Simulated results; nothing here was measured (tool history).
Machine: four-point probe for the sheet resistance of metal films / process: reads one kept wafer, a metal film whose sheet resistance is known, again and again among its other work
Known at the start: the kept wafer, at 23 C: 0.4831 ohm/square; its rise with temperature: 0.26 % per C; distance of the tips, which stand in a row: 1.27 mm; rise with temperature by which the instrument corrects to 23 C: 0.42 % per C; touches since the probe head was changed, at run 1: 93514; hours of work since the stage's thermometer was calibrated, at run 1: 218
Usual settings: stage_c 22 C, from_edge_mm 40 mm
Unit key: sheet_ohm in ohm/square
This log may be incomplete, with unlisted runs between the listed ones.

run    hour  stage_c  from_edge_mm  touches since the probe head was changed  hours of work since the stage's thermometer was calibrated  sheet_ohm
  1     0.0       22            40                                     93514                                                         218   0.482970
  2    59.8       22            73                                     95209                                                         254   0.482586
  3   173.3       22            73                                     98423                                                         323   0.482482
  4   281.9       22            73                                    101501                                                         388   0.482481
  5   333.5       25            40                                    102962                                                         419   0.480145
  6   446.9       25            40                                    106174                                                         488   0.480073
  7   555.4       25            40                                    109248                                                         553   0.480005
  8   663.8       25            40                                    112318                                                         618   0.479916
  9   716.6       22            40                                    113816                                                         650   0.482049
 10   793.8       22            40                                    116001                                                         697   0.482079
 11   861.2       22            40                                    117912                                                         738   0.482093
 12   974.5       22            40                                    121121                                                         806   0.482084
 13  1066.4       22            40                                    123725                                                         861   0.481934
 14  1117.8       22            40                                    125182                                                         892   0.482002
 15  1189.9       22            40                                    127225                                                         936   0.481897
 16  1283.7       22            40                                    129881                                                         992   0.481638
 17  1356.3       20            40                                    131937                                                        1036   0.483200
 18  1440.5       20            40                                    134324                                                        1087   0.483067
 19  1493.1       20            40                                    135813                                                        1119   0.483120
 20  1578.1       20            40                                    138222                                                        1170   0.483028
 21  1689.8       20            40                                    141385                                                        1237   0.482889
 22  1766.7       20            40                                    143563                                                        1284   0.482916
 23  1851.6       22             5                                    145969                                                        1335   0.497247
 24  1902.0       28            10                                    147399                                                        1365   0.480601
 25  1949.1       28            10                                    148731                                                        1394   0.480532
 26  2019.7       28            10                                    150731                                                        1436   0.480574
 27  2072.5       28            10                                    152229                                                        1468   0.480497
 28  2168.0       25            37                                    154933                                                        1526   0.478839
 29  2269.4       25            37                                    157805                                                        1587   0.478737
 30  2343.0       30            14                                    159890                                                        1631   0.476814
 31  2410.8       30            14                                    161813                                                        1672   0.476804
     2482.6  -- stage's thermometer calibrated
 32  2483.8       30            14                                    163867                                                           1   0.477375
     2518.8  -- new probe head fitted
 33  2543.0       22             8                                       683                                                          36   0.490170
 34  2650.9       25            18                                      3740                                                         101   0.482843
 35  2721.0       20            48                                      5728                                                         143   0.485320
 36  2832.2       20             5                                      8878                                                         210   0.501415
 37  2926.3       20             5                                     11543                                                         267   0.501328
 38  2997.5       22            24                                     13561                                                         310   0.484331
 39  3084.1       21             6                                     16015                                                         362   0.495499
 40  3176.4       18            26                                     18629                                                         418   0.487120
 41  3263.5       29            56                                     21096                                                         470   0.478122
 42  3365.0       29            56                                     23971                                                         532   0.478088
 43  3423.7       29            56                                     25635                                                         567   0.478020
 44  3522.8       33             5                                     28442                                                         627   0.490909

What if the next run were any one of these 3? Each begins from the tool's condition after run 44:
  A  3604.2       22            12                                     30749                                                         676          ?
  B  3604.2       18             8                                     30749                                                         676          ?
  C  3604.2       22            11                                     30749                                                         676          ?

run  sheet_ohm
  A   0.485868
  B   0.492461
  C   0.486411
With no hidden state in the tool, these same runs would have given:
run  sheet_ohm
  A   0.486823
  B   0.493431
  C   0.487368
